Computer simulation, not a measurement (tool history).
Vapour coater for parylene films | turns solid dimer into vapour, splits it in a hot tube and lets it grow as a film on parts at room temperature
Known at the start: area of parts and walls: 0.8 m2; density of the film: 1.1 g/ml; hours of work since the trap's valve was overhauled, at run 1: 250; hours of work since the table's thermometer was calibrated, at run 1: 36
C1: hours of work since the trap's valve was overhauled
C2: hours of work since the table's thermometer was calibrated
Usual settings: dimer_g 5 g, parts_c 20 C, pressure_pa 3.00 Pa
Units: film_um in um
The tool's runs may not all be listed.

{"run": 1, "day": 0.0, "dimer_g": 5, "parts_c": 20, "pressure_pa": 3.0, "C1": 250, "C2": 36, "film_um": 4.6}
{"run": 2, "day": 0.988, "dimer_g": 5, "parts_c": 20, "pressure_pa": 3.0, "C1": 266, "C2": 52, "film_um": 4.61}
{"run": 3, "day": 1.921, "dimer_g": 5, "parts_c": 30, "pressure_pa": 3.0, "C1": 282, "C2": 68, "film_um": 3.13}
{"run": 4, "day": 3.058, "dimer_g": 5, "parts_c": 30, "pressure_pa": 3.0, "C1": 300, "C2": 87, "film_um": 3.09}
{"run": 5, "day": 4.358, "dimer_g": 5, "parts_c": 30, "pressure_pa": 3.0, "C1": 322, "C2": 108, "film_um": 3.17}
{"run": 6, "day": 5.412, "dimer_g": 5, "parts_c": 13, "pressure_pa": 3.0, "C1": 339, "C2": 125, "film_um": 5.13}
{"run": 7, "day": 6.0, "dimer_g": 5, "parts_c": 13, "pressure_pa": 3.26, "C1": 349, "C2": 135, "film_um": 5.18}
{"run": 8, "day": 7.075, "dimer_g": 6, "parts_c": 13, "pressure_pa": 3.84, "C1": 367, "C2": 153, "film_um": 6.19}
{"run": 9, "day": 8.054, "dimer_g": 7, "parts_c": 16, "pressure_pa": 2.79, "C1": 383, "C2": 169, "film_um": 7.18}
{"run": 10, "day": 9.129, "dimer_g": 7, "parts_c": 16, "pressure_pa": 2.79, "C1": 401, "C2": 187, "film_um": 7.17}
{"run": 11, "day": 10.012, "dimer_g": 4, "parts_c": 21, "pressure_pa": 2.57, "C1": 415, "C2": 201, "film_um": 3.55}
{"run": 12, "day": 11.25, "dimer_g": 4, "parts_c": 20, "pressure_pa": 3.0, "C1": 436, "C2": 222, "film_um": 3.58}
{"run": 13, "day": 12.117, "dimer_g": 4, "parts_c": 20, "pressure_pa": 3.0, "C1": 450, "C2": 236, "film_um": 3.57}

Forecast each of these 5 alternatives for the next run:
{"run": "A", "day": 13.004, "dimer_g": 3, "parts_c": 24, "pressure_pa": 6.3, "C1": 464, "C2": 251, "film_um": "?"}
{"run": "B", "day": 13.004, "dimer_g": 5, "parts_c": 23, "pressure_pa": 3.0, "C1": 464, "C2": 251, "film_um": "?"}
{"run": "C", "day": 13.004, "dimer_g": 7, "parts_c": 21, "pressure_pa": 5.22, "C1": 464, "C2": 251, "film_um": "?"}
{"run": "D", "day": 13.004, "dimer_g": 4, "parts_c": 23, "pressure_pa": 7.8, "C1": 464, "C2": 251, "film_um": "?"}
{"run": "E", "day": 13.004, "dimer_g": 7, "parts_c": 20, "pressure_pa": 7.24, "C1": 464, "C2": 251, "film_um": "?"}

run=A film_um=1.88
run=B film_um=3.99
run=C film_um=5.23
run=D film_um=2.49
run=E film_um=5.00
Without the tool's hidden state the same runs would have given:
run=A film_um=2.08
run=B film_um=4.40
run=C film_um=5.77
run=D film_um=2.75
run=E film_um=5.51
